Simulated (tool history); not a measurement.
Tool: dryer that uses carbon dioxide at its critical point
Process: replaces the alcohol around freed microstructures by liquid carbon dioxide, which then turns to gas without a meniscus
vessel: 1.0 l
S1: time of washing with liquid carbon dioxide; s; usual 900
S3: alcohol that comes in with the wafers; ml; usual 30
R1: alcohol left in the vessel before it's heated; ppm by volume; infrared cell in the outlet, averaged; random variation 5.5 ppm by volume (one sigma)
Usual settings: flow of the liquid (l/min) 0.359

{"run": 1, "hour": 0.0, "S1": 900, "flow of the liquid (l/min)": 0.359, "S3": 30, "R1": 295}
{"run": 2, "hour": 55.5, "S1": 900, "flow of the liquid (l/min)": 0.359, "S3": 30, "R1": 296}
{"run": 3, "hour": 88.3, "S1": 900, "flow of the liquid (l/min)": 0.359, "S3": 30, "R1": 299}
{"run": 4, "hour": 123.5, "S1": 900, "flow of the liquid (l/min)": 0.359, "S3": 30, "R1": 310}
{"run": 5, "hour": 182.7, "S1": 660, "flow of the liquid (l/min)": 0.359, "S3": 30, "R1": 815}
{"run": 6, "hour": 234.0, "S1": 900, "flow of the liquid (l/min)": 0.227, "S3": 30, "R1": 1270}
{"run": 7, "hour": 263.7, "S1": 900, "flow of the liquid (l/min)": 0.227, "S3": 30, "R1": 1262}
{"run": 8, "hour": 324.5, "S1": 900, "flow of the liquid (l/min)": 0.227, "S3": 30, "R1": 1298}
{"run": 9, "hour": 358.6, "S1": 900, "flow of the liquid (l/min)": 0.359, "S3": 44, "R1": 424}
{"run": 10, "hour": 401.1, "S1": 900, "flow of the liquid (l/min)": 0.359, "S3": 71, "R1": 591}
{"run": 11, "hour": 440.2, "S1": 900, "flow of the liquid (l/min)": 0.294, "S3": 30, "R1": 626}
{"run": 12, "hour": 498.4, "S1": 900, "flow of the liquid (l/min)": 0.294, "S3": 30, "R1": 647}
{"run": 13, "hour": 535.6, "S1": 900, "flow of the liquid (l/min)": 0.359, "S3": 24, "R1": 344}
{"run": 14, "hour": 591.5, "S1": 900, "flow of the liquid (l/min)": 0.359, "S3": 71, "R1": 651}
{"run": 15, "hour": 627.3, "S1": 900, "flow of the liquid (l/min)": 0.359, "S3": 71, "R1": 655}
{"run": 16, "hour": 666.7, "S1": 900, "flow of the liquid (l/min)": 0.359, "S3": 71, "R1": 660}
{"run": 17, "hour": 729.4, "S1": 900, "flow of the liquid (l/min)": 0.271, "S3": 30, "R1": 674}
{"run": 18, "hour": 758.0, "S1": 900, "flow of the liquid (l/min)": 0.271, "S3": 30, "R1": 670}
{"run": 19, "hour": 820.7, "S1": 900, "flow of the liquid (l/min)": 0.271, "S3": 30, "R1": 697}
{"run": 20, "hour": 863.0, "S1": 1020, "flow of the liquid (l/min)": 0.359, "S3": 30, "R1": 127}
{"run": 21, "hour": 914.8, "S1": 1020, "flow of the liquid (l/min)": 0.359, "S3": 30, "R1": 137}
{"run": 22, "hour": 974.6, "S1": 1020, "flow of the liquid (l/min)": 0.359, "S3": 30, "R1": 143}
{"run": 23, "hour": 1012.8, "S1": 1020, "flow of the liquid (l/min)": 0.359, "S3": 30, "R1": 121}
{"run": 24, "hour": 1056.2, "S1": 1020, "flow of the liquid (l/min)": 0.359, "S3": 47, "R1": 179}
{"run": 25, "hour": 1108.5, "S1": 1260, "flow of the liquid (l/min)": 0.255, "S3": 33, "R1": 228}
{"run": 26, "hour": 1137.3, "S1": 1020, "flow of the liquid (l/min)": 0.308, "S3": 84, "R1": 559}
{"run": 27, "hour": 1171.8, "S1": 660, "flow of the liquid (l/min)": 0.273, "S3": 111, "R1": 6120}
{"run": 28, "hour": 1205.9, "S1": 660, "flow of the liquid (l/min)": 0.273, "S3": 111, "R1": 6117}
{"run": 29, "hour": 1236.6, "S1": 660, "flow of the liquid (l/min)": 0.273, "S3": 111, "R1": 6289}
{"run": 30, "hour": 1290.5, "S1": 600, "flow of the liquid (l/min)": 0.273, "S3": 37, "R1": 2665}
{"run": 31, "hour": 1341.8, "S1": 900, "flow of the liquid (l/min)": 0.374, "S3": 110, "R1": 589}
{"run": 32, "hour": 1378.7, "S1": 900, "flow of the liquid (l/min)": 0.41, "S3": 110, "R1": 388}
{"run": 33, "hour": 1410.6, "S1": 900, "flow of the liquid (l/min)": 0.358, "S3": 30, "R1": 257}
{"run": 34, "hour": 1470.2, "S1": 780, "flow of the liquid (l/min)": 0.548, "S3": 57, "R1": 153}
{"run": 35, "hour": 1499.7, "S1": 900, "flow of the liquid (l/min)": 0.407, "S3": 41, "R1": 218}
{"run": 36, "hour": 1553.2, "S1": 1080, "flow of the liquid (l/min)": 0.407, "S3": 32, "R1": 123}
{"run": 37, "hour": 1618.0, "S1": 900, "flow of the liquid (l/min)": 0.359, "S3": 23, "R1": 252}
{"run": 38, "hour": 1675.5, "S1": 900, "flow of the liquid (l/min)": 0.359, "S3": 74, "R1": 575}
{"run": 39, "hour": 1720.2, "S1": 600, "flow of the liquid (l/min)": 0.367, "S3": 21, "R1": 779}
{"run": 40, "hour": 1782.1, "S1": 900, "flow of the liquid (l/min)": 0.368, "S3": 40, "R1": 358}
{"run": 41, "hour": 1845.1, "S1": 1380, "flow of the liquid (l/min)": 0.368, "S3": 24, "R1": 137}
{"run": 42, "hour": 1883.7, "S1": 1380, "flow of the liquid (l/min)": 0.368, "S3": 24, "R1": 133}
{"run": 43, "hour": 1911.8, "S1": 720, "flow of the liquid (l/min)": 0.527, "S3": 24, "R1": 210}
{"run": 44, "hour": 1972.8, "S1": 1260, "flow of the liquid (l/min)": 0.266, "S3": 30, "R1": 311}
{"run": 45, "hour": 2002.9, "S1": 840, "flow of the liquid (l/min)": 0.359, "S3": 30, "R1": 433}
{"run": 46, "hour": 2063.6, "S1": 600, "flow of the liquid (l/min)": 0.31, "S3": 75, "R1": 3795}
{"run": 47, "hour": 2097.3, "S1": 600, "flow of the liquid (l/min)": 0.31, "S3": 75, "R1": 3870}

Taken out of this log: 3 entries between the listed runs. Where each belongs, and how the hidden state differs across it:
Between runs 16 and 17: purifier's bed changed (hour 679.9)
  flow that reaches the vessel past the clogged filter, %: 95.4 -> 95.1; alcohol in the recycled carbon dioxide, ppm: 201.5 -> 11.4
  measured less the result without the state, R1: +297 -> +125 ppm by volume
Between runs 22 and 23: inlet filter changed (hour 987.3)
  flow that reaches the vessel past the clogged filter, %: 93.7 -> 99.8; alcohol in the recycled carbon dioxide, ppm: 35.5 -> 39.8
  measured less the result without the state, R1: +66 -> +36 ppm by volume
Between runs 45 and 46: inlet filter changed (hour 2037.9)
  flow that reaches the vessel past the clogged filter, %: 94 -> 99.6; alcohol in the recycled carbon dioxide, ppm: 139.6 -> 145.4
  measured less the result without the state, R1: +206 -> +183 ppm by volume
